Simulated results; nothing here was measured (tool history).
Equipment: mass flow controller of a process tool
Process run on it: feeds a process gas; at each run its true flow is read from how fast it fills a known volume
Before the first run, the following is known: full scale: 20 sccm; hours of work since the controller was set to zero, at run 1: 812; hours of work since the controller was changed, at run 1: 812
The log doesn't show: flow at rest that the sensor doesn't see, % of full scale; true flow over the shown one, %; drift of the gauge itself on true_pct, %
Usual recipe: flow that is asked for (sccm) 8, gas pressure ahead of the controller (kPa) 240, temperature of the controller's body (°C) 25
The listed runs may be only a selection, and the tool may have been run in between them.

run,day,flow that is asked for (sccm),gas pressure ahead of the controller (kPa),temperature of the controller's body (°C),hours of work since the controller was set to zero,hours of work since the controller was changed,true flow (%)
1,0,8,240,25,812,812,98
2,2.596,8,240,25,832,832,98.01
3,5.704,8,240,25,856,856,97.97
4,8.242,8,240,25,876,876,97.95
5,12.396,8,240,25,908,908,98.07
6,16.288,9,240,25,938,938,98.1
7,19.738,8,240,22,965,965,98.2
8,23.892,8,240,22,997,997,98.14
9,26.179,8,240,22,1015,1015,98.29
10,29.329,8,240,22,1040,1040,98.06
11,32.867,8,240,22,1067,1067,98.06
12,36.238,8,240,25,1093,1093,98
13,40.333,3,240,25,1125,1125,98.22
14,43.35,3,240,25,1149,1149,98.19
15,46.717,8,240,25,1175,1175,98.1
16,50.308,8,240,25,1203,1203,98.06
17,54.1,2,240,25,1232,1232,99.06
18,56.4,8,240,26,1250,1250,98.01
19,59.575,8,202,25,1275,1275,98.34
20,62.321,2,240,30,1296,1296,98.87
21,64.904,8,255,21,1316,1316,98.13
22,66.979,3,240,24,1332,1332,98.46
23,70.75,9,194,24,1362,1362,98.54
24,74.233,9,194,24,1389,1389,98.58
25,78.146,15,146,38,1419,1419,99.01
26,80.296,8,150,27,1436,1436,98.79
27,84.104,8,150,27,1465,1465,98.84
28,87.117,7,185,23,1489,1489,98.65
29,89.188,18,200,21,1505,1505,99.73
30,91.046,18,200,21,1519,1519,99.89
31,93.204,10,253,37,1536,1536,97.74
32,96.746,4,253,22,1564,1564,98.36
33,100.071,4,253,22,1589,1589,98.38
34,103.462,13,141,23,1616,1616,99.38
35,106.667,13,177,23,1641,1641,99.18
36,109.754,20,194,25,1665,1665,100.06
37,113.333,9,200,25,1692,1692,98.5
38,117.217,11,233,35,1723,1723,98.08

Some steps in true flow (%), run to run, broken into two amounts with sign: the step expected even without the hidden condition (settings, incoming material, random variation), and the rest, left for the hidden condition together with whatever gauge scatter is not in both the measured and the hidden-condition-free result:
Run 16 -> 17: flow that is asked for (sccm) 8 -> 2. true flow (%) +1: hidden state +1.84, all else -0.84.
Run 19 -> 20: flow that is asked for (sccm) 8 -> 2, gas pressure ahead of the controller (kPa) 202 -> 240, temperature of the controller's body (°C) 25 -> 30. true flow (%) +0.53: hidden state +1.91, all else -1.38.
Run 20 -> 21: flow that is asked for (sccm) 2 -> 8, gas pressure ahead of the controller (kPa) 240 -> 255, temperature of the controller's body (°C) 30 -> 21. true flow (%) -0.74: hidden state -1.91, all else +1.17.
Run 28 -> 29: flow that is asked for (sccm) 7 -> 18, gas pressure ahead of the controller (kPa) 185 -> 200, temperature of the controller's body (°C) 23 -> 21. true flow (%) +1.08: hidden state -0.51, all else +1.59.
Run 30 -> 31: flow that is asked for (sccm) 18 -> 10, gas pressure ahead of the controller (kPa) 200 -> 253, temperature of the controller's body (°C) 21 -> 37. true flow (%) -2.15: hidden state +0.27, all else -2.42.
Run 36 -> 37: flow that is asked for (sccm) 20 -> 9, gas pressure ahead of the controller (kPa) 194 -> 200. true flow (%) -1.56: hidden state +0.39, all else -1.95.
